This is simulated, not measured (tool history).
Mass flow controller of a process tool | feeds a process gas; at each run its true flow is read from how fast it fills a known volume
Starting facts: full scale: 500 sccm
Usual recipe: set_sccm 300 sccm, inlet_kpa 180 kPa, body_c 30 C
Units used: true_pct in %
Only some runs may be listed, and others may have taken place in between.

run	hour	set_sccm	inlet_kpa	body_c	true_pct
1	0.0	300	180	30	99.53
2	340.4	300	180	30	99.52
3	577.7	300	180	30	99.61
4	876.5	300	257	30	99.75
5	1250.0	300	257	30	99.73
6	1644.1	300	257	30	99.81
7	2110.0	96	257	30	98.09
8	2322.4	96	257	30	98.04
9	2681.2	300	180	30	99.55
10	2979.9	162	180	30	98.84
11	3386.7	162	191	30	98.72
12	3824.1	162	191	30	99.00
13	4287.6	162	191	30	98.76
14	4717.9	162	191	30	98.92
15	4996.6	162	191	30	98.88
16	5353.5	300	264	34	99.70
# hour 5381.7: controller's zero set anew
17	5644.1	300	190	39	99.16
18	6063.3	122	180	30	97.78
19	6422.1	480	180	30	100.50
# hour 6808.6: controller's zero set anew, once more
20	6876.1	67	180	22	100.60
21	7223.4	207	168	23	100.88
22	7457.1	300	152	30	100.81
23	7706.7	300	217	21	101.48
24	8074.1	300	217	21	101.64
25	8267.8	300	245	30	100.92
26	8511.6	300	245	30	100.99
27	8884.0	190	164	24	101.03
28	9266.7	56	241	30	99.86

Alternative continuations, all from the tool just after run 28; predict every row:
A	9557.3	478	241	21	?
B	9557.3	496	226	23	?
C	9557.3	169	220	22	?
D	9557.3	300	157	30	?
E	9557.3	61	160	39	?

run	true_pct
A	102.28
B	102.01
C	101.04
D	100.86
E	99.11
Had the tool no hidden state, the same runs would have come out as:
run	true_pct
A	100.44
B	100.17
C	99.38
D	99.08
E	97.96
